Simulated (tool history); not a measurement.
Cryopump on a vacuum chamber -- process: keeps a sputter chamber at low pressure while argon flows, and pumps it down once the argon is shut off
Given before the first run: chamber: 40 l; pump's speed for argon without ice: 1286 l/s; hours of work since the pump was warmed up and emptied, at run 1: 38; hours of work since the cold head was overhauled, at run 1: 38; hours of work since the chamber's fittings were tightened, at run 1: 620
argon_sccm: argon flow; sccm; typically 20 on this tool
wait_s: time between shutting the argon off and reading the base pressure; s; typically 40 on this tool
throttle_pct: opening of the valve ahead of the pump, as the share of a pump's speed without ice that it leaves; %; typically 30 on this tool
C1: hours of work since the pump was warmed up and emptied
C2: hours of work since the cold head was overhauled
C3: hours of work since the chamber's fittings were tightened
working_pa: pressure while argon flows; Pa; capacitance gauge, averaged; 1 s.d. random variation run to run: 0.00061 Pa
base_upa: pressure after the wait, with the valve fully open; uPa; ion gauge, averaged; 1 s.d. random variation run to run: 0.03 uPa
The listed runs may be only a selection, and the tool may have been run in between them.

run 1 hour=0.0 | argon_sccm=20 wait_s=40 throttle_pct=30 | C1=38 C2=38 C3=620 | working_pa=0.0881 base_upa=2.96
run 2 hour=24.2 | argon_sccm=20 wait_s=40 throttle_pct=30 | C1=53 C2=53 C3=635 | working_pa=0.0884 base_upa=3.01
run 3 hour=71.7 | argon_sccm=20 wait_s=40 throttle_pct=22 | C1=81 C2=81 C3=663 | working_pa=0.1201 base_upa=3.04
run 4 hour=100.6 | argon_sccm=20 wait_s=40 throttle_pct=22 | C1=98 C2=98 C3=680 | working_pa=0.1203 base_upa=3.19
run 5 hour=141.3 | argon_sccm=20 wait_s=40 throttle_pct=22 | C1=123 C2=123 C3=705 | working_pa=0.1210 base_upa=3.09
run 6 hour=172.3 | argon_sccm=20 wait_s=40 throttle_pct=22 | C1=141 C2=141 C3=723 | working_pa=0.1202 base_upa=3.23
run 7 hour=213.6 | argon_sccm=20 wait_s=148 throttle_pct=30 | C1=166 C2=166 C3=748 | working_pa=0.0888 base_upa=2.43
run 8 hour=250.0 | argon_sccm=20 wait_s=148 throttle_pct=30 | C1=187 C2=187 C3=769 | working_pa=0.0899 base_upa=2.46
run 9 hour=290.4 | argon_sccm=20 wait_s=148 throttle_pct=30 | C1=212 C2=212 C3=794 | working_pa=0.0888 base_upa=2.53
run 10 hour=319.8 | argon_sccm=20 wait_s=148 throttle_pct=30 | C1=229 C2=229 C3=811 | working_pa=0.0895 base_upa=2.51
run 11 hour=353.4 | argon_sccm=20 wait_s=148 throttle_pct=30 | C1=249 C2=249 C3=831 | working_pa=0.0898 base_upa=2.68
run 12 hour=392.3 | argon_sccm=20 wait_s=148 throttle_pct=30 | C1=272 C2=272 C3=854 | working_pa=0.0891 base_upa=2.69
run 13 hour=425.8 | argon_sccm=20 wait_s=148 throttle_pct=27 | C1=292 C2=292 C3=874 | working_pa=0.0987 base_upa=2.83
run 14 hour=457.7 | argon_sccm=20 wait_s=148 throttle_pct=27 | C1=311 C2=311 C3=893 | working_pa=0.0990 base_upa=2.70
run 15 hour=487.0 | argon_sccm=20 wait_s=148 throttle_pct=27 | C1=329 C2=329 C3=911 | working_pa=0.0994 base_upa=2.86
run 16 hour=534.2 | argon_sccm=20 wait_s=40 throttle_pct=30 | C1=357 C2=357 C3=939 | working_pa=0.0915 base_upa=3.79
run 17 hour=578.3 | argon_sccm=20 wait_s=40 throttle_pct=30 | C1=383 C2=383 C3=965 | working_pa=0.0904 base_upa=3.97
run 18 hour=619.1 | argon_sccm=12 wait_s=173 throttle_pct=33 | C1=408 C2=408 C3=990 | working_pa=0.0493 base_upa=3.10
run 19 hour=643.7 | argon_sccm=12 wait_s=173 throttle_pct=58 | C1=422 C2=422 C3=1004 | working_pa=0.0290 base_upa=3.10
run 20 hour=688.5 | argon_sccm=12 wait_s=173 throttle_pct=58 | C1=449 C2=449 C3=1031 | working_pa=0.0289 base_upa=3.21
run 21 hour=727.9 | argon_sccm=20 wait_s=168 throttle_pct=24 | C1=473 C2=473 C3=1055 | working_pa=0.1130 base_upa=3.27
run 22 hour=772.3 | argon_sccm=20 wait_s=168 throttle_pct=24 | C1=499 C2=499 C3=1081 | working_pa=0.1114 base_upa=3.36
run 23 hour=792.8 | argon_sccm=38 wait_s=46 throttle_pct=18 | C1=511 C2=511 C3=1093 | working_pa=0.2836 base_upa=4.20
-- hour=812.1 leaking fittings of the chamber tightened, without venting
run 24 hour=834.8 | argon_sccm=38 wait_s=229 throttle_pct=36 | C1=535 C2=535 C3=14 | working_pa=0.1469 base_upa=0.55
run 25 hour=882.9 | argon_sccm=38 wait_s=229 throttle_pct=36 | C1=564 C2=564 C3=42 | working_pa=0.1470 base_upa=0.66
run 26 hour=905.8 | argon_sccm=21 wait_s=34 throttle_pct=27 | C1=578 C2=578 C3=56 | working_pa=0.1059 base_upa=1.98
run 27 hour=928.3 | argon_sccm=12 wait_s=53 throttle_pct=27 | C1=591 C2=591 C3=69 | working_pa=0.0614 base_upa=1.39
run 28 hour=969.4 | argon_sccm=40 wait_s=89 throttle_pct=15 | C1=616 C2=616 C3=94 | working_pa=0.3605 base_upa=1.17
run 29 hour=993.1 | argon_sccm=40 wait_s=89 throttle_pct=15 | C1=630 C2=630 C3=108 | working_pa=0.3605 base_upa=1.19
run 30 hour=1031.7 | argon_sccm=40 wait_s=89 throttle_pct=15 | C1=653 C2=653 C3=131 | working_pa=0.3614 base_upa=1.23
run 31 hour=1072.1 | argon_sccm=40 wait_s=89 throttle_pct=15 | C1=677 C2=677 C3=155 | working_pa=0.3582 base_upa=1.27
run 32 hour=1117.2 | argon_sccm=33 wait_s=40 throttle_pct=16 | C1=704 C2=704 C3=182 | working_pa=0.2807 base_upa=2.03
run 33 hour=1150.2 | argon_sccm=20 wait_s=40 throttle_pct=47 | C1=723 C2=723 C3=202 | working_pa=0.0623 base_upa=2.18

Take each entry between the runs: how does the hidden state at the last listed run before it differ from the hidden state at the first listed run after it?
In the gap between runs 23 and 24: leaking fittings of the chamber tightened, without venting (hour 812.1)
  pump's speed, % of a pump's without ice: 88.1 -> 87.5; cold plate's temperature, K: 12.55 -> 12.57; leak into the chamber, uPa l/s: 3515 -> 378
  measured value less the no-hidden-state value, working_pa: +0.0073 -> +0.0078 Pa; base_upa: +2.88 -> +0.10 uPa
